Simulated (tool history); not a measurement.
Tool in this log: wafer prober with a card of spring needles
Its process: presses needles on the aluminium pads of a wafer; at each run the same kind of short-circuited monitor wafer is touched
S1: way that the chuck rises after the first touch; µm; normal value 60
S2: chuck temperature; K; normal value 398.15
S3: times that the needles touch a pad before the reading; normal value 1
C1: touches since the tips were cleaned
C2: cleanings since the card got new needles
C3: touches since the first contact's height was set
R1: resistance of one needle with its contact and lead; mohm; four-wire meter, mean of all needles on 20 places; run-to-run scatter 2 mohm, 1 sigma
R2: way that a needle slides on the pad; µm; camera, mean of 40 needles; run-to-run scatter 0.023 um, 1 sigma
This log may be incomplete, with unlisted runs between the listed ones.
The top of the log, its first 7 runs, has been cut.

At hour 365.7: tips cleaned on abrasive film.
Run 8, hour 373.4: usual settings but S1 62 µm; C1 2083; C2 42; C3 165417. Result: R1 220 mohm, R2 11.07 µm.
At hour 400.9: tips cleaned on abrasive film.
Run 9, hour 423.7: usual settings but S1 62 µm; C1 6173; C2 43; C3 178989. Result: R1 220 mohm, R2 11.13 µm.
At hour 436.4: tips cleaned on abrasive film.
Run 10, hour 456.9: usual settings but S1 62 µm; C1 5561; C2 44; C3 187936. Result: R1 218 mohm, R2 11.15 µm.
At hour 474.8: tips cleaned on abrasive film.
At hour 509.1: tips cleaned on abrasive film.
Run 11, hour 509.1: usual settings; C1 0; C2 46; C3 201993. Result: R1 223 mohm, R2 10.76 µm.
At hour 544.6: tips cleaned on abrasive film.
Run 12, hour 560.8: usual settings; C1 4369; C2 47; C3 215940. Result: R1 220 mohm, R2 10.77 µm.
At hour 577.9: tips cleaned on abrasive film.
At hour 611.9: tips cleaned on abrasive film.
Run 13, hour 637.4: usual settings; C1 6905; C2 49; C3 236613. Result: R1 221 mohm, R2 10.76 µm.
At hour 643.2: height of the first contact set anew.
At hour 648.5: tips cleaned on abrasive film.
At hour 681.6: tips cleaned on abrasive film.
Run 14, hour 707.3: usual settings but S3 2; C1 6960; C2 51; C3 17280. Result: R1 219 mohm, R2 10.74 µm.
At hour 714.6: tips cleaned on abrasive film.
At hour 751.8: tips cleaned on abrasive film.
Run 15, hour 751.8: usual settings; C1 0; C2 53; C3 29258. Result: R1 215 mohm, R2 10.79 µm.
At hour 787.3: tips cleaned on abrasive film.
Run 16, hour 791.4: usual settings but S2 346.15 K; C1 1114; C2 54; C3 39935. Result: R1 208 mohm, R2 10.82 µm.
At hour 825.4: tips cleaned on abrasive film.
Run 17, hour 844.0: usual settings but S1 44 µm, S2 313.15 K; C1 5055; C2 55; C3 54144. Result: R1 205 mohm, R2 7.88 µm.
At hour 858.5: tips cleaned on abrasive film.
At hour 892.6: tips cleaned on abrasive film.
Run 18, hour 909.0: usual settings but S1 74 µm, S2 371.15 K, S3 2; C1 4456; C2 57; C3 71661. Result: R1 211 mohm, R2 13.29 µm.
At hour 927.6: tips cleaned on abrasive film.
Run 19, hour 958.3: usual settings but S2 301.15 K; C1 8313; C2 58; C3 84967. Result: R1 196 mohm, R2 10.77 µm.
At hour 962.4: tips cleaned on abrasive film.
At hour 995.8: tips cleaned on abrasive film.
Run 20, hour 995.8: usual settings but S1 63 µm, S2 327.15 K; C1 0; C2 60; C3 95044. Result: R1 201 mohm, R2 11.32 µm.
At hour 1031.6: tips cleaned on abrasive film.
Run 21, hour 1038.3: usual settings but S1 63 µm, S2 327.15 K; C1 1811; C2 61; C3 106504. Result: R1 202 mohm, R2 11.30 µm.
At hour 1065.1: tips cleaned on abrasive film.
At hour 1099.0: tips cleaned on abrasive film.
Run 22, hour 1110.7: usual settings but S1 49 µm, S3 3; C1 3162; C2 63; C3 126035. Result: R1 224 mohm, R2 8.79 µm.
At hour 1135.8: tips cleaned on abrasive film.
At hour 1169.2: tips cleaned on abrasive film.
Run 23, hour 1172.1: usual settings but S1 45 µm, S2 306.15 K, S3 2; C1 778; C2 65; C3 142565. Result: R1 206 mohm, R2 8.09 µm.
At hour 1201.8: tips cleaned on abrasive film.
Run 24, hour 1231.9: usual settings but S1 68 µm; C1 8133; C2 66; C3 158715. Result: R1 217 mohm, R2 12.18 µm.
At hour 1236.7: tips cleaned on abrasive film.
Run 25, hour 1266.4: usual settings but S1 48 µm, S2 311.15 K, S3 2; C1 8025; C2 67; C3 168024. Result: R1 203 mohm, R2 8.62 µm.
At hour 1270.8: tips cleaned on abrasive film.
At hour 1306.9: tips cleaned on abrasive film.
Run 26, hour 1327.0: usual settings but S1 48 µm, S2 307.15 K, S3 2; C1 5445; C2 69; C3 184352. Result: R1 206 mohm, R2 8.67 µm.
At hour 1340.6: tips cleaned on abrasive film.
Run 27, hour 1368.0: usual settings but S1 63 µm, S2 381.15 K; C1 7398; C2 70; C3 195406. Result: R1 215 mohm, R2 11.31 µm.
At hour 1378.0: tips cleaned on abrasive film.
At hour 1411.3: tips cleaned on abrasive film.
Run 28, hour 1438.9: usual settings but S1 63 µm, S2 377.15 K; C1 7477; C2 72; C3 214536. Result: R1 211 mohm, R2 11.29 µm.
At hour 1447.0: tips cleaned on abrasive film.
Run 29, hour 1473.3: usual settings but S1 63 µm, S2 377.15 K; C1 7134; C2 73; C3 223816. Result: R1 213 mohm, R2 11.32 µm.
At hour 1480.6: tips cleaned on abrasive film.
Run 30, hour 1509.0: usual settings but S1 63 µm, S2 377.15 K; C1 7695; C2 74; C3 233437. Result: R1 215 mohm, R2 11.27 µm.
At hour 1513.2: tips cleaned on abrasive film.
At hour 1527.2: height of the first contact set anew.
At hour 1548.0: tips cleaned on abrasive film.
At hour 1582.4: tips cleaned on abrasive film.
Run 31, hour 1582.4: usual settings but S1 57 µm, S2 377.15 K, S3 2; C1 0; C2 77; C3 14876. Result: R1 218 mohm, R2 10.23 µm.

Consider 3 possible next runs. They are alternatives, not a sequence: every one starts from the tool as it was left by run 31. What does each give?
At hour 1616.7: tips cleaned on abrasive film.
Run A, hour 1616.7: usual settings but S1 57 µm, S2 300.15 K, S3 2; C1 0; C2 78; C3 24121. Result: R1 ?, R2 ?.
At hour 1616.7: tips cleaned on abrasive film.
Run B, hour 1616.7: usual settings but S1 63 µm, S2 303.15 K; C1 0; C2 78; C3 24121. Result: R1 ?, R2 ?.
At hour 1616.7: tips cleaned on abrasive film.
Run C, hour 1616.7: usual settings but S2 298.15 K, S3 2; C1 0; C2 78; C3 24121. Result: R1 ?, R2 ?.

run   R1     R2
  A  201  10.22
  B  197  11.34
  C  197  10.78
With no hidden state in the tool, these same runs would have given:
run   R1     R2
  A  201  10.22
  B  197  11.34
  C  197  10.78
